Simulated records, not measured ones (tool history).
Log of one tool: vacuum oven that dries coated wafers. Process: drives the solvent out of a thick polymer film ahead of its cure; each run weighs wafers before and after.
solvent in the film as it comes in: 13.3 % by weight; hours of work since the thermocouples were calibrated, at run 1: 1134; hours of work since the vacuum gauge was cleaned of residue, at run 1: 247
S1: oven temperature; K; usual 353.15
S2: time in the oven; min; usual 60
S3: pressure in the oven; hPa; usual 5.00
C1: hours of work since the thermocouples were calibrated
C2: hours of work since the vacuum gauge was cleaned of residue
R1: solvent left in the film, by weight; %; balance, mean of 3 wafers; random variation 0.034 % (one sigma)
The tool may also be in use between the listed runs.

run     day      S1  S2     S3    C1   C2    R1
  1   0.000  353.15  60   5.00  1134  247  2.04
  2   1.233  353.15  60   5.00  1156  268  2.03
  3   1.867  338.15  60   5.00  1166  279  6.07
  4   2.417  353.15  60   5.00  1176  288  2.08
  5   3.396  345.15  60   5.00  1193  305  4.05
  6   4.417  353.15  60   5.00  1210  323  2.12
  7   5.508  344.15  60   5.00  1229  342  4.35
  8   6.350  353.15  95   5.00  1244  356  0.93
  9   7.050  353.15  95   5.00  1256  368  0.95
 10   7.958  353.15  95   5.00  1271  384  0.98
 11   8.642  353.15  95   5.00  1283  395  0.95
      8.808  -- oven's thermocouples calibrated
 12  10.017  353.15  95   5.00    21  418  0.82
 13  11.062  355.15  32   6.29    39  436  3.63
 14  12.342  361.15  31   5.00    61  458  2.22
 15  13.496  361.15  41   5.00    81  478  1.41
 16  14.146  361.15  41   5.00    92  489  1.44
 17  14.875  353.15  82   5.00   104  501  1.13
 18  16.008  348.15  60  14.83   124  521  3.62
 19  16.667  361.15  60   3.53   135  532  0.63
 20  17.250  361.15  60   3.53   145  542  0.66
 21  18.312  361.15  60   3.53   164  560  0.61
 22  18.967  366.15  54   4.77   175  572  0.42

Forecast each of these 4 alternatives for the next run:
  A  20.033  357.15  48  5.00  193  590   ?
  B  20.033  349.15  31  4.91  193  590   ?
  C  20.033  356.15  54  2.55  193  590   ?
  D  20.033  360.15  41  4.06  193  590   ?

run    R1
  A  1.72
  B  5.34
  C  1.52
  D  1.66
Without the tool's hidden state the same runs would have given:
run    R1
  A  1.64
  B  5.26
  C  1.45
  D  1.59
